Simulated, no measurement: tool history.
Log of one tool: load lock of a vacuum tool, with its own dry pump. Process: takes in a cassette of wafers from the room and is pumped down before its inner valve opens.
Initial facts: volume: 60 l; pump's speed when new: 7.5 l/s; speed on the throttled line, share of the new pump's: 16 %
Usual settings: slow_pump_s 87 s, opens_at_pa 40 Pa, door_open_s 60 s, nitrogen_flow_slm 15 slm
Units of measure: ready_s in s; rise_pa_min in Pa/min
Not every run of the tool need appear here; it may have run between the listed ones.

| run | hour | slow_pump_s | opens_at_pa | door_open_s | nitrogen_flow_slm | incoming humidity of the room's air, % | ready_s | rise_pa_min |
|---|---|---|---|---|---|---|---|---|
| 1 | 0.0 | 87 | 40 | 60 | 15 | 45.8 | 141.2 | 0.111 |
| 2 | 236.6 | 87 | 40 | 60 | 15 | 45.1 | 140.3 | 0.111 |
| 3 | 362.6 | 77 | 40 | 60 | 15 | 44.2 | 132.0 | 0.120 |
| 4 | 516.1 | 87 | 40 | 60 | 15 | 44.9 | 141.1 | 0.118 |
| 5 | 776.9 | 87 | 40 | 60 | 9 | 43.4 | 141.1 | 0.127 |
| 6 | 933.5 | 87 | 40 | 60 | 9 | 44.6 | 138.4 | 0.131 |
| 7 | 1093.8 | 87 | 40 | 60 | 9 | 42.0 | 141.6 | 0.133 |
| 8 | 1317.6 | 87 | 40 | 60 | 9 | 44.2 | 140.4 | 0.135 |
| 9 | 1575.9 | 87 | 40 | 60 | 9 | 44.3 | 141.8 | 0.146 |
| 10 | 1691.6 | 87 | 40 | 60 | 9 | 43.8 | 142.1 | 0.138 |
| 11 | 1951.0 | 87 | 40 | 27 | 15 | 44.2 | 142.1 | 0.127 |
| 12 | 2124.8 | 87 | 40 | 27 | 15 | 43.8 | 141.8 | 0.134 |
| 13 | 2317.6 | 52 | 50 | 60 | 15 | 46.2 | 111.2 | 0.144 |
| 14 | 2567.0 | 52 | 50 | 60 | 15 | 45.8 | 109.9 | 0.149 |
| 15 | 2677.9 | 52 | 50 | 60 | 15 | 42.2 | 111.7 | 0.155 |
| 16 | 2842.6 | 52 | 50 | 60 | 15 | 47.5 | 111.1 | 0.156 |

Forecast run 17:
|  | 2947.9 | dry pump taken out, an overhauled one fitted |
| 17 | 2998.0 | 53 | 46 | 88 | 13 | 46.4 | ? | ? |

Run 17 measured ready_s 105.9 s, rise_pa_min 0.166 Pa/min.
Without the tool's hidden state the same run would have given ready_s 106.2 s, rise_pa_min 0.044 Pa/min.
